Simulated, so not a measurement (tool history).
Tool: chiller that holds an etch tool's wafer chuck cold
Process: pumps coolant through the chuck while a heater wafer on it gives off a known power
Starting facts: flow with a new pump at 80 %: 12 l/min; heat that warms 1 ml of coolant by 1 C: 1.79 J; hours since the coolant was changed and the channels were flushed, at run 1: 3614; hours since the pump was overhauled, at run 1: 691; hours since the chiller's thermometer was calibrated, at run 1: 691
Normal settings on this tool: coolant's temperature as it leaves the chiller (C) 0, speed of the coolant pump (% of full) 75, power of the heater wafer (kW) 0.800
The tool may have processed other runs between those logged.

run	hour	coolant's temperature as it leaves the chiller (C)	speed of the coolant pump (% of full)	power of the heater wafer (kW)	hours since the coolant was changed and the channels were flushed	hours since the pump was overhauled	hours since the chiller's thermometer was calibrated	chuck's temperature once it has settled (C)	how much warmer the coolant comes back (C)
1	0.0	0	75	0.800	3614	691	691	5.7	2.34
2	103.7	0	70	0.800	3718	795	795	6.0	2.59
3	198.6	0	75	0.459	3812	890	890	3.4	1.42
4	319.1	0	75	0.630	3933	1010	1010	4.7	1.93
5	382.2	0	75	0.630	3996	1073	1073	4.9	1.85
6	488.9	0	75	0.800	4103	1180	1180	6.1	2.39
7	554.6	0	75	0.800	4168	1246	1246	5.9	2.39
8	623.2	0	75	0.800	4237	1314	1314	6.0	2.41
9	736.5	0	75	0.800	4350	1428	1428	6.1	2.43
10	837.7	0	75	0.800	4452	1529	1529	6.2	2.40
11	902.6	0	75	0.800	4516	1594	1594	6.0	2.46
12	995.6	0	75	0.800	4609	1687	1687	6.2	2.44
13	1054.4	0	75	0.800	4668	1746	1746	6.1	2.46
14	1156.8	-4	75	0.800	4771	1848	1848	2.0	2.51
15	1259.7	-4	75	0.800	4873	1951	1951	2.0	2.43
16	1335.1	-4	75	0.800	4949	2026	2026	2.1	2.50

Run 17, settings as shown, results not yet in. Your forecast:
17	1413.8	-4	67	0.800	5028	2105	2105	?	?

chuck's temperature once it has settled (C): 2.7
how much warmer the coolant comes back (C): 2.75
Take away the tool's hidden state, keep the run-to-run variation as it was, and the same run would have given chuck's temperature once it has settled (C) 1.8, how much warmer the coolant comes back (C) 2.67.

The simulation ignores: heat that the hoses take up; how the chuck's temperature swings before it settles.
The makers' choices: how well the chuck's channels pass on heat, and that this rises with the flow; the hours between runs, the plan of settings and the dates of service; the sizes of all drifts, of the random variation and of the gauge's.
